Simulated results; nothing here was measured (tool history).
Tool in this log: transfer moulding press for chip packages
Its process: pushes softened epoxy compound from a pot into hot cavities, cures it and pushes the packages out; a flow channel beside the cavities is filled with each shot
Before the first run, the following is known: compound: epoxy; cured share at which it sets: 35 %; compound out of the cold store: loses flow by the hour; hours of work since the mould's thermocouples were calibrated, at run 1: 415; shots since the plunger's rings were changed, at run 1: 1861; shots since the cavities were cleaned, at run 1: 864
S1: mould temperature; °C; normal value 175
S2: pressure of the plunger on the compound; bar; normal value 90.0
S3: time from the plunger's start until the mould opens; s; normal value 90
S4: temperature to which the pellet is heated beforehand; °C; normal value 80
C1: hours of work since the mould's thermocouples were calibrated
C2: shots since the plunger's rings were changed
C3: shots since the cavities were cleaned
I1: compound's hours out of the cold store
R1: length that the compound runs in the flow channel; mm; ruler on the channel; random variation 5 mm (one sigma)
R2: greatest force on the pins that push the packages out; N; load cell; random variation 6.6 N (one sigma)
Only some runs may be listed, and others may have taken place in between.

{"run": 1, "hour": 0.0, "S1": 175, "S2": 90.0, "S3": 90, "S4": 80, "C1": 415, "C2": 1861, "C3": 864, "I1": 16.6, "R1": 824, "R2": 270}
{"hour": 17.6, "done": "cavities cleaned with cleaning compound and waxed"}
{"run": 2, "hour": 25.3, "S1": 175, "S2": 90.0, "S3": 90, "S4": 80, "C1": 426, "C2": 2089, "C3": 74, "I1": 42.3, "R1": 759, "R2": 242}
{"run": 3, "hour": 51.5, "S1": 175, "S2": 90.0, "S3": 90, "S4": 80, "C1": 438, "C2": 2339, "C3": 324, "I1": 28.7, "R1": 784, "R2": 270}
{"run": 4, "hour": 75.7, "S1": 175, "S2": 90.0, "S3": 90, "S4": 80, "C1": 449, "C2": 2569, "C3": 554, "I1": 12.9, "R1": 838, "R2": 266}
{"run": 5, "hour": 88.6, "S1": 175, "S2": 90.0, "S3": 90, "S4": 73, "C1": 455, "C2": 2692, "C3": 677, "I1": 42.2, "R1": 758, "R2": 265}
{"run": 6, "hour": 100.3, "S1": 175, "S2": 90.0, "S3": 90, "S4": 73, "C1": 460, "C2": 2804, "C3": 789, "I1": 36.0, "R1": 775, "R2": 275}
{"hour": 124.4, "done": "cavities cleaned with cleaning compound and waxed"}
{"run": 7, "hour": 124.4, "S1": 173, "S2": 90.0, "S3": 90, "S4": 73, "C1": 471, "C2": 3019, "C3": 0, "I1": 12.2, "R1": 845, "R2": 299}
{"run": 8, "hour": 137.5, "S1": 173, "S2": 90.0, "S3": 90, "S4": 73, "C1": 477, "C2": 3144, "C3": 125, "I1": 39.2, "R1": 761, "R2": 295}
{"run": 9, "hour": 156.6, "S1": 173, "S2": 90.0, "S3": 90, "S4": 73, "C1": 486, "C2": 3327, "C3": 308, "I1": 25.4, "R1": 798, "R2": 301}
{"run": 10, "hour": 176.8, "S1": 173, "S2": 90.0, "S3": 90, "S4": 73, "C1": 495, "C2": 3519, "C3": 500, "I1": 10.4, "R1": 847, "R2": 310}
{"run": 11, "hour": 189.0, "S1": 173, "S2": 90.0, "S3": 90, "S4": 73, "C1": 501, "C2": 3636, "C3": 617, "I1": 40.3, "R1": 773, "R2": 283}
{"run": 12, "hour": 208.9, "S1": 175, "S2": 92.6, "S3": 90, "S4": 80, "C1": 510, "C2": 3825, "C3": 806, "I1": 46.3, "R1": 760, "R2": 261}
{"hour": 232.5, "done": "cavities cleaned with cleaning compound and waxed"}
{"run": 13, "hour": 233.9, "S1": 175, "S2": 90.0, "S3": 78, "S4": 80, "C1": 521, "C2": 4050, "C3": 13, "I1": 17.5, "R1": 815, "R2": 361}
{"hour": 238.8, "done": "plunger's sealing rings changed"}
{"run": 14, "hour": 248.0, "S1": 175, "S2": 90.0, "S3": 90, "S4": 80, "C1": 526, "C2": 87, "C3": 123, "I1": 13.6, "R1": 829, "R2": 257}
{"run": 15, "hour": 262.7, "S1": 175, "S2": 90.0, "S3": 90, "S4": 86, "C1": 533, "C2": 228, "C3": 264, "I1": 11.3, "R1": 837, "R2": 265}
{"run": 16, "hour": 285.7, "S1": 175, "S2": 90.0, "S3": 90, "S4": 86, "C1": 544, "C2": 447, "C3": 483, "I1": 47.6, "R1": 748, "R2": 252}
{"run": 17, "hour": 311.9, "S1": 168, "S2": 85.1, "S3": 75, "S4": 79, "C1": 556, "C2": 697, "C3": 733, "I1": 18.4, "R1": 811, "R2": 647}
{"run": 18, "hour": 326.9, "S1": 176, "S2": 84.4, "S3": 126, "S4": 72, "C1": 563, "C2": 840, "C3": 876, "I1": 30.3, "R1": 763, "R2": 216}
{"hour": 342.4, "done": "cavities cleaned with cleaning compound and waxed"}
{"run": 19, "hour": 349.4, "S1": 168, "S2": 84.4, "S3": 121, "S4": 72, "C1": 572, "C2": 1041, "C3": 67, "I1": 26.3, "R1": 799, "R2": 240}
{"run": 20, "hour": 374.5, "S1": 168, "S2": 84.4, "S3": 121, "S4": 72, "C1": 584, "C2": 1280, "C3": 306, "I1": 42.5, "R1": 760, "R2": 238}
{"run": 21, "hour": 395.4, "S1": 167, "S2": 90.0, "S3": 90, "S4": 75, "C1": 594, "C2": 1479, "C3": 505, "I1": 21.0, "R1": 831, "R2": 453}
{"run": 22, "hour": 417.8, "S1": 167, "S2": 90.0, "S3": 90, "S4": 75, "C1": 604, "C2": 1692, "C3": 718, "I1": 39.2, "R1": 793, "R2": 423}
{"run": 23, "hour": 432.4, "S1": 175, "S2": 90.0, "S3": 90, "S4": 81, "C1": 611, "C2": 1832, "C3": 858, "I1": 34.1, "R1": 776, "R2": 255}
{"hour": 449.7, "done": "cavities cleaned with cleaning compound and waxed"}
{"run": 24, "hour": 454.2, "S1": 182, "S2": 91.8, "S3": 125, "S4": 89, "C1": 620, "C2": 2025, "C3": 42, "I1": 22.8, "R1": 798, "R2": 206}
{"run": 25, "hour": 478.9, "S1": 167, "S2": 90.0, "S3": 90, "S4": 78, "C1": 632, "C2": 2261, "C3": 278, "I1": 40.8, "R1": 787, "R2": 419}
{"run": 26, "hour": 489.8, "S1": 178, "S2": 90.0, "S3": 90, "S4": 76, "C1": 637, "C2": 2366, "C3": 383, "I1": 13.3, "R1": 829, "R2": 231}
{"run": 27, "hour": 501.5, "S1": 175, "S2": 74.8, "S3": 90, "S4": 82, "C1": 642, "C2": 2477, "C3": 494, "I1": 17.9, "R1": 745, "R2": 263}
{"run": 28, "hour": 527.6, "S1": 175, "S2": 74.8, "S3": 90, "S4": 82, "C1": 654, "C2": 2726, "C3": 743, "I1": 13.6, "R1": 745, "R2": 262}

For each entry between runs, how does the tool's hidden state at the last listed run before it compare with that at the first listed run after it?
In the gap between runs 1 and 2: cavities cleaned with cleaning compound and waxed (hour 17.6)
  true mould temperature over the reading, C: -0.01 -> -0.02; pressure that reaches the compound, % of what is set: 99.88 -> 99.87; grip of the stained cavities, % over clean ones': 1.5 -> 0.3
  what was measured, less what the result would be without the hidden state, R2: +5 -> +1 N
In the gap between runs 6 and 7: cavities cleaned with cleaning compound and waxed (hour 124.4)
  pressure that reaches the compound, % of what is set: 99.83 -> 99.82; grip of the stained cavities, % over clean ones': 1.5 -> 0.1
  what was measured, less what the result would be without the hidden state, R2: +4 -> +0 N
In the gap between runs 12 and 13: cavities cleaned with cleaning compound and waxed (hour 232.5)
  pressure that reaches the compound, % of what is set: 99.77 -> 99.75; grip of the stained cavities, % over clean ones': 1.5 -> 0.1
  what was measured, less what the result would be without the hidden state, R2: +4 -> +1 N
In the gap between runs 13 and 14: plunger's sealing rings changed (hour 238.8)
  pressure that reaches the compound, % of what is set: 99.75 -> 99.99; grip of the stained cavities, % over clean ones': 0.1 -> 0.4
  what was measured, less what the result would be without the hidden state, R2: +1 -> +1 N
In the gap between runs 18 and 19: cavities cleaned with cleaning compound and waxed (hour 342.4)
  pressure that reaches the compound, % of what is set: 99.94 -> 99.93; grip of the stained cavities, % over clean ones': 1.5 -> 0.3
  what was measured, less what the result would be without the hidden state, R2: +3 -> +1 N
In the gap between runs 23 and 24: cavities cleaned with cleaning compound and waxed (hour 449.7)
  pressure that reaches the compound, % of what is set: 99.88 -> 99.87; grip of the stained cavities, % over clean ones': 1.5 -> 0.2
  what was measured, less what the result would be without the hidden state, R2: +4 -> +0 N
